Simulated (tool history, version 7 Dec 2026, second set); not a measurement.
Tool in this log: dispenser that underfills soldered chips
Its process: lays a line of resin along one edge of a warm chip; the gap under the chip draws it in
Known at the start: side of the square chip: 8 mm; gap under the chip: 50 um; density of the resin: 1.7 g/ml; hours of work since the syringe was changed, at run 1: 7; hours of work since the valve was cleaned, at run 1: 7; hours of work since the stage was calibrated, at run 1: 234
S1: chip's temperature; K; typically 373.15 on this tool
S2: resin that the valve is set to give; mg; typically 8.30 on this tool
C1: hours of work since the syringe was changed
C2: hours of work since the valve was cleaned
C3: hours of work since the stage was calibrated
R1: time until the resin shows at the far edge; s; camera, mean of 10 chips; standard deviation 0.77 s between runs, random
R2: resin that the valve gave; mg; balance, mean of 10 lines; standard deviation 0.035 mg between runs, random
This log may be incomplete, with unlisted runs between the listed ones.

run	hour	S1	S2	C1	C2	C3	R1	R2
1	0.0	373.15	8.30	7	7	234	103.7	8.17
# hour 4.4: new syringe of resin
2	13.7	373.15	8.30	6	16	243	100.2	8.25
# hour 18.3: new syringe of resin
3	24.9	373.15	9.39	5	23	251	90.8	9.15
# hour 32.7: new syringe of resin
4	37.2	373.15	9.39	3	32	259	81.0	9.18
5	45.4	373.15	9.39	9	37	265	113.0	9.17
# hour 46.5: new syringe of resin
6	55.9	373.15	9.39	6	44	272	100.7	9.07
# hour 60.8: new syringe of resin
7	63.2	373.15	7.27	2	49	276	79.3	7.05
# hour 74.8: new syringe of resin
8	75.6	373.15	7.27	1	57	285	73.8	6.93
9	84.0	373.15	7.27	6	63	291	100.6	6.91
# hour 89.5: new syringe of resin
10	98.5	373.15	7.27	6	73	300	101.9	6.91
# hour 104.2: new syringe of resin
11	106.2	373.15	8.30	1	78	305	73.9	7.82
# hour 118.2: new syringe of resin
12	118.2	365.15	8.30	0	86	313	89.4	7.71
13	125.0	365.15	8.30	5	91	318	118.0	7.73
# hour 132.0: new syringe of resin
14	138.8	365.15	8.30	5	100	327	118.0	7.71
# hour 146.0: new syringe of resin
15	147.8	373.15	7.46	1	106	333	76.6	6.84
16	156.4	366.15	7.46	7	112	339	135.2	6.82
# hour 160.7: new syringe of resin
17	170.1	366.15	7.46	6	121	348	131.7	6.77
# hour 174.9: new syringe of resin
# hour 179.6: dispensing valve cleaned and set on the balance
18	185.2	388.15	8.30	6	4	358	62.6	8.22
# hour 190.8: new syringe of resin
19	198.2	364.15	7.32	5	13	367	128.4	7.26
# hour 204.6: new syringe of resin
20	205.1	374.15	8.44	0	17	371	67.5	8.29
21	217.8	386.15	9.09	9	26	380	76.1	8.86
# hour 219.4: new syringe of resin
22	226.2	379.15	9.42	5	31	385	71.5	9.16
# hour 233.5: new syringe of resin
23	237.4	379.15	10.38	3	39	393	63.0	10.08
24	245.8	371.15	9.39	8	45	399	117.1	9.04
# hour 248.3: new syringe of resin
25	260.2	382.15	9.40	8	54	408	82.2	9.02
# hour 262.5: new syringe of resin
26	273.7	382.15	9.40	8	63	417	77.0	8.91
# hour 276.7: new syringe of resin
27	283.4	381.15	9.02	5	70	424	67.4	8.57
# hour 291.7: new syringe of resin
28	299.9	359.15	8.49	6	81	435	151.9	7.97
# hour 305.6: new syringe of resin
29	312.0	359.15	8.49	4	89	443	139.0	7.93
# hour 319.8: new syringe of resin
30	327.5	387.15	8.49	5	99	454	58.6	7.80
# hour 334.2: new syringe of resin
31	336.9	387.15	8.49	2	106	460	48.6	7.83
32	344.9	369.15	8.35	7	111	465	120.2	7.63
# hour 348.1: new syringe of resin
33	356.7	364.15	7.13	6	119	473	138.6	6.47
# hour 362.8: new syringe of resin
# hour 369.3: dispensing valve cleaned and set on the balance
34	372.0	364.15	7.13	6	2	483	127.7	7.12
# hour 378.2: new syringe of resin
35	382.6	363.15	9.23	3	9	490	109.7	9.19
# hour 392.0: new syringe of resin
36	392.2	372.15	8.20	0	15	496	69.5	8.12

How would selected steps in R1 from run to run divide? Give the signed amount a tool lacking its hidden state would still show from settings, what came in and random variation, and the signed amount left for the hidden state, including any gauge scatter that is not in both of the compared results.
What the log doesn't record here: resin's viscosity, % of fresh resin's; dose that the valve gives, % of what is set; true chip temperature over the reading, C; drift of the gauge itself on fill_s, %; drift of the gauge itself on given_mg, %.
Run 15 -> 16: S1 373.15 -> 366.15. R1 +58.6 s: hidden state +40.6, all else +18.0.
Run 23 -> 24: S1 379.15 -> 371.15, S2 10.38 -> 9.39. R1 +54.1 s: hidden state +36.3, all else +17.8.
Run 27 -> 28: S1 381.15 -> 359.15, S2 9.02 -> 8.49, new syringe of resin. R1 +84.5 s: hidden state +25.5, all else +59.0.
Run 29 -> 30: S1 359.15 -> 387.15, new syringe of resin. R1 -80.4 s: hidden state -10.2, all else -70.2.
Run 31 -> 32: S1 387.15 -> 369.15, S2 8.49 -> 8.35. R1 +71.6 s: hidden state +36.1, all else +35.5.

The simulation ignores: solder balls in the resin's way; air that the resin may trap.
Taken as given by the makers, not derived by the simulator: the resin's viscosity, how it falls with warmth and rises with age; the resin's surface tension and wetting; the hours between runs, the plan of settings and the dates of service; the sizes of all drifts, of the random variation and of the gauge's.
